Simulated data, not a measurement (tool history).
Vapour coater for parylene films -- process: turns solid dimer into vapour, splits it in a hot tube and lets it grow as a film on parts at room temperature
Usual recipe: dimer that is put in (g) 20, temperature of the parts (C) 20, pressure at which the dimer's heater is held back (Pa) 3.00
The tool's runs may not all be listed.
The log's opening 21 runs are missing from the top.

run,hour,dimer that is put in (g),temperature of the parts (C),pressure at which the dimer's heater is held back (Pa),hours of work since the trap's valve was overhauled,hours of work since the table's thermometer was calibrated,thickness of the film (µm)
22,265.0,21,26,4.74,64,477,6.03
23,275.9,20,14,4.22,72,485,8.82
24,293.8,20,14,4.22,85,498,8.74
25,312.4,20,14,4.22,98,511,8.78
26,329.6,20,14,4.22,111,524,8.82
27,345.1,20,16,3.00,122,535,8.48
28,360.1,20,16,3.00,133,546,8.65
29,373.4,20,16,3.00,143,555,8.57
30,386.6,20,16,3.00,152,565,8.50
31,399.8,20,30,3.00,162,575,5.15
32,414.8,20,30,3.00,173,585,5.21
33,432.5,20,30,3.00,185,598,5.24
34,441.5,20,29,3.00,192,605,5.39

5 ways to go on from here, each from the tool as it stands after run 34. What would each give?
A,455.7,30,19,2.86,202,615,?
B,455.7,17,22,3.13,202,615,?
C,455.7,20,21,3.00,202,615,?
D,455.7,8,12,5.22,202,615,?
E,455.7,10,29,3.00,202,615,?

run,thickness of the film (µm)
A,11.44
B,5.82
C,7.11
D,3.62
E,2.72
Without the tool's unlogged condition, the same runs would have read:
run,thickness of the film (µm)
A,11.62
B,5.91
C,7.22
D,3.68
E,2.76

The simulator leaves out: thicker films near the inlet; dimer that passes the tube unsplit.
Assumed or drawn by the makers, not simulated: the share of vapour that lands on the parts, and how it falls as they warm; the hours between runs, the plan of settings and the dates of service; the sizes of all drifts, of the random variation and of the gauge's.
